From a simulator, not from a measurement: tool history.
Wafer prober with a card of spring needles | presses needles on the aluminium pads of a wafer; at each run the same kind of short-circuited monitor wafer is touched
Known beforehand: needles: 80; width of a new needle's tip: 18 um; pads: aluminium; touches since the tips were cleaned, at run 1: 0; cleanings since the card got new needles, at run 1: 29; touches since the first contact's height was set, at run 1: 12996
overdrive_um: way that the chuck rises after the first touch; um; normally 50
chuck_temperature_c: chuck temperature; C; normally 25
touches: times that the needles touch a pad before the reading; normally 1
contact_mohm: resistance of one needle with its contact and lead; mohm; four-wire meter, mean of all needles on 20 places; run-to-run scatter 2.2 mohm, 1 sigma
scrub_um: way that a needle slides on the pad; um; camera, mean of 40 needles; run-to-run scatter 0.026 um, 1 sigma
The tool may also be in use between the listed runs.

| run | hour | overdrive_um | chuck_temperature_c | touches | touches since the tips were cleaned | cleanings since the card got new needles | touches since the first contact's height was set | contact_mohm | scrub_um |
|---|---|---|---|---|---|---|---|---|---|
| 1 | 0 | 50 | 25 | 1 | 0 | 29 | 12996 | 251 | 11.63 |
|  | 30.2 | tips cleaned on abrasive film |
| 2 | 30.2 | 50 | 25 | 1 | 0 | 30 | 20671 | 249 | 11.67 |
| 3 | 51.2 | 50 | 25 | 1 | 5349 | 30 | 26020 | 284 | 11.65 |
|  | 61.6 | tips cleaned on abrasive film |
| 4 | 80 | 50 | 25 | 2 | 4665 | 31 | 33315 | 269 | 11.65 |
|  | 93.1 | tips cleaned on abrasive film |
| 5 | 99.8 | 50 | 25 | 2 | 1709 | 32 | 38341 | 256 | 11.63 |
| 6 | 121.5 | 50 | 25 | 2 | 7252 | 32 | 43884 | 274 | 11.62 |
|  | 123.9 | tips cleaned on abrasive film |
| 7 | 143 | 50 | 25 | 2 | 4853 | 33 | 49313 | 268 | 11.56 |
|  | 154.7 | tips cleaned on abrasive film |
| 8 | 170.8 | 50 | 25 | 1 | 4098 | 34 | 56385 | 278 | 11.56 |
|  | 187.1 | tips cleaned on abrasive film |
| 9 | 188.2 | 50 | 25 | 1 | 288 | 35 | 60800 | 253 | 11.55 |
| 10 | 201.8 | 50 | 25 | 1 | 3734 | 35 | 64246 | 278 | 11.6 |
| 11 | 215.2 | 50 | 25 | 1 | 7167 | 35 | 67679 | 294 | 11.56 |
|  | 218.4 | tips cleaned on abrasive film |
| 12 | 230.6 | 49 | 25 | 1 | 3099 | 36 | 71564 | 276 | 11.32 |
|  | 249.6 | tips cleaned on abrasive film |
| 13 | 254 | 52 | 103 | 1 | 1139 | 37 | 77513 | 276 | 11.97 |
| 14 | 273.9 | 57 | 25 | 3 | 6191 | 37 | 82565 | 257 | 13.12 |
|  | 280.4 | tips cleaned on abrasive film |
| 15 | 287 | 60 | 96 | 3 | 1691 | 38 | 85891 | 273 | 13.84 |
|  | 312.1 | tips cleaned on abrasive film |
| 16 | 315.6 | 31 | 49 | 1 | 892 | 39 | 93148 | 298 | 7.03 |
| 17 | 335.3 | 31 | 49 | 1 | 5909 | 39 | 98165 | 371 | 7.02 |
|  | 343 | tips cleaned on abrasive film |
| 18 | 348.7 | 44 | 113 | 2 | 1450 | 40 | 101539 | 291 | 10.04 |
|  | 374.2 | tips cleaned on abrasive film |
| 19 | 379.9 | 44 | 113 | 2 | 1458 | 41 | 109470 | 286 | 10.02 |
| 20 | 404.1 | 45 | 38 | 2 | 7635 | 41 | 115647 | 290 | 10.26 |
|  | 405.7 | tips cleaned on abrasive film |
| 21 | 417.3 | 45 | 38 | 2 | 2945 | 42 | 118971 | 272 | 10.23 |
|  | 436.5 | tips cleaned on abrasive film |
| 22 | 439.6 | 50 | 26 | 1 | 783 | 43 | 124633 | 260 | 11.41 |
| 23 | 452.6 | 43 | 70 | 2 | 4105 | 43 | 127955 | 290 | 9.77 |

Below are 3 alternative next runs, each starting from the tool's condition after run 23. Predict each:
|  | 468 | tips cleaned on abrasive film |
| A | 481.5 | 41 | 37 | 3 | 3444 | 44 | 135292 | ? | ? |
|  | 468 | tips cleaned on abrasive film |
| B | 481.5 | 49 | 108 | 2 | 3444 | 44 | 135292 | ? | ? |
|  | 468 | tips cleaned on abrasive film |
| C | 481.5 | 48 | 31 | 2 | 3444 | 44 | 135292 | ? | ? |

| run | contact_mohm | scrub_um |
|---|---|---|
| A | 273 | 9.25 |
| B | 289 | 11.13 |
| C | 270 | 10.89 |
With no hidden state in the tool, these same runs would have given:
| run | contact_mohm | scrub_um |
|---|---|---|
| A | 254 | 9.57 |
| B | 269 | 11.45 |
| C | 247 | 11.22 |
